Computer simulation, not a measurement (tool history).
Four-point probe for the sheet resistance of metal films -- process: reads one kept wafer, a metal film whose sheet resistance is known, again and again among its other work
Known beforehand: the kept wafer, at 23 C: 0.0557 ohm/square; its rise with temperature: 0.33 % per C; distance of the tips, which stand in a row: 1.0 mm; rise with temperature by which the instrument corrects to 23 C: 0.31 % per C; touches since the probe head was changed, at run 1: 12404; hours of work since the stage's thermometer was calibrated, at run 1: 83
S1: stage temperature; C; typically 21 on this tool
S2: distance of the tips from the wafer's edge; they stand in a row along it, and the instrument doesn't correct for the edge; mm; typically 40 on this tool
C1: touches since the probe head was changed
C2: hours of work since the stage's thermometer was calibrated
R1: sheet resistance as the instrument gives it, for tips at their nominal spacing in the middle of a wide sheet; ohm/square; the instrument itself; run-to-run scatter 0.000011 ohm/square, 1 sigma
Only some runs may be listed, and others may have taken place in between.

run	hour	S1	S2	C1	C2	R1
1	0.0	21	40	12404	83	0.055460
2	13.0	21	40	12673	93	0.055450
3	25.7	21	40	12936	103	0.055461
4	38.7	21	40	13205	112	0.055467
5	59.3	21	40	13632	128	0.055463
6	74.5	21	40	13946	139	0.055423
7	88.9	21	40	14244	150	0.055466
8	102.8	21	40	14533	160	0.055451
9	119.0	21	40	14867	172	0.055438
10	128.5	21	40	15063	180	0.055451
11	145.3	21	8	15412	192	0.055898
12	156.5	21	8	15642	200	0.055894
13	178.6	35	51	16100	217	0.055568

Estimate the outcome of run 14 from the log above:
14	196.7	18	11	16475	231	?

{"run 14": {"R1": 0.055638}}
Take away the tool's hidden state, keep the run-to-run variation as it was, and the same run would have given R1 0.055895 ohm/square.
